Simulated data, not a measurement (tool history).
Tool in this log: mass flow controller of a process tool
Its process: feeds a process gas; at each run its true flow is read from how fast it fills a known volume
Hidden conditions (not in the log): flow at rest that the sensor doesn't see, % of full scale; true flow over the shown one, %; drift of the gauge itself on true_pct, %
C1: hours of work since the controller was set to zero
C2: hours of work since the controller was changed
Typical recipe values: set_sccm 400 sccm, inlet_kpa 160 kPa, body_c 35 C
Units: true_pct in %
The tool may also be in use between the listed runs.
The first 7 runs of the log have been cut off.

{"run": 8, "hour": 716.2, "set_sccm": 426, "inlet_kpa": 160, "body_c": 35, "C1": 1805, "C2": 1805, "true_pct": 98.96}
{"run": 9, "hour": 825.6, "set_sccm": 426, "inlet_kpa": 184, "body_c": 35, "C1": 1891, "C2": 1891, "true_pct": 99.03}
{"run": 10, "hour": 924.0, "set_sccm": 426, "inlet_kpa": 184, "body_c": 35, "C1": 1967, "C2": 1967, "true_pct": 98.84}
{"run": 11, "hour": 1028.4, "set_sccm": 400, "inlet_kpa": 259, "body_c": 35, "C1": 2049, "C2": 2049, "true_pct": 98.81}
{"run": 12, "hour": 1119.9, "set_sccm": 400, "inlet_kpa": 259, "body_c": 35, "C1": 2120, "C2": 2120, "true_pct": 98.8}
{"run": 13, "hour": 1230.8, "set_sccm": 400, "inlet_kpa": 259, "body_c": 35, "C1": 2206, "C2": 2206, "true_pct": 98.77}
{"run": 14, "hour": 1332.4, "set_sccm": 72, "inlet_kpa": 160, "body_c": 35, "C1": 2285, "C2": 2285, "true_pct": 94.06}
{"run": 15, "hour": 1393.3, "set_sccm": 72, "inlet_kpa": 160, "body_c": 35, "C1": 2333, "C2": 2333, "true_pct": 94.04}
{"run": 16, "hour": 1472.3, "set_sccm": 72, "inlet_kpa": 160, "body_c": 35, "C1": 2394, "C2": 2394, "true_pct": 93.88}
{"run": 17, "hour": 1592.9, "set_sccm": 72, "inlet_kpa": 160, "body_c": 35, "C1": 2488, "C2": 2488, "true_pct": 93.82}
{"run": 18, "hour": 1683.8, "set_sccm": 275, "inlet_kpa": 219, "body_c": 31, "C1": 2559, "C2": 2559, "true_pct": 97.29}
{"run": 19, "hour": 1755.9, "set_sccm": 275, "inlet_kpa": 219, "body_c": 31, "C1": 2615, "C2": 2615, "true_pct": 97.26}
{"run": 20, "hour": 1872.6, "set_sccm": 114, "inlet_kpa": 278, "body_c": 35, "C1": 2706, "C2": 2706, "true_pct": 94.91}
{"run": 21, "hour": 1963.3, "set_sccm": 114, "inlet_kpa": 206, "body_c": 24, "C1": 2777, "C2": 2777, "true_pct": 94.41}
{"run": 22, "hour": 2015.0, "set_sccm": 212, "inlet_kpa": 254, "body_c": 33, "C1": 2817, "C2": 2817, "true_pct": 96.52}
{"run": 23, "hour": 2118.1, "set_sccm": 475, "inlet_kpa": 160, "body_c": 36, "C1": 2897, "C2": 2897, "true_pct": 98.66}
{"run": 24, "hour": 2219.0, "set_sccm": 115, "inlet_kpa": 186, "body_c": 31, "C1": 2976, "C2": 2976, "true_pct": 94.66}
{"run": 25, "hour": 2290.3, "set_sccm": 400, "inlet_kpa": 160, "body_c": 21, "C1": 3032, "C2": 3032, "true_pct": 97.56}
{"run": 26, "hour": 2368.5, "set_sccm": 103, "inlet_kpa": 160, "body_c": 35, "C1": 3092, "C2": 3092, "true_pct": 94.18}
{"run": 27, "hour": 2489.0, "set_sccm": 103, "inlet_kpa": 160, "body_c": 35, "C1": 3186, "C2": 3186, "true_pct": 93.95}
{"run": 28, "hour": 2599.1, "set_sccm": 103, "inlet_kpa": 160, "body_c": 35, "C1": 3272, "C2": 3272, "true_pct": 93.9}
{"run": 29, "hour": 2669.9, "set_sccm": 183, "inlet_kpa": 160, "body_c": 28, "C1": 3327, "C2": 3327, "true_pct": 95.46}
{"run": 30, "hour": 2728.9, "set_sccm": 234, "inlet_kpa": 211, "body_c": 37, "C1": 3373, "C2": 3373, "true_pct": 96.39}
{"run": 31, "hour": 2819.7, "set_sccm": 234, "inlet_kpa": 211, "body_c": 37, "C1": 3444, "C2": 3444, "true_pct": 96.36}
{"run": 32, "hour": 2926.9, "set_sccm": 234, "inlet_kpa": 211, "body_c": 37, "C1": 3527, "C2": 3527, "true_pct": 96.26}

What if the next run were any one of these 3? Each begins from the tool's condition after run 32:
{"run": "A", "hour": 3018.7, "set_sccm": 392, "inlet_kpa": 211, "body_c": 37, "C1": 3599, "C2": 3599, "true_pct": "?"}
{"run": "B", "hour": 3018.7, "set_sccm": 234, "inlet_kpa": 187, "body_c": 37, "C1": 3599, "C2": 3599, "true_pct": "?"}
{"run": "C", "hour": 3018.7, "set_sccm": 234, "inlet_kpa": 204, "body_c": 37, "C1": 3599, "C2": 3599, "true_pct": "?"}

run=A true_pct=97.64
run=B true_pct=96.31
run=C true_pct=96.27
With the hidden condition removed and each run's random variation left untouched, the same runs would have given:
run=A true_pct=99.58
run=B true_pct=98.81
run=C true_pct=98.76
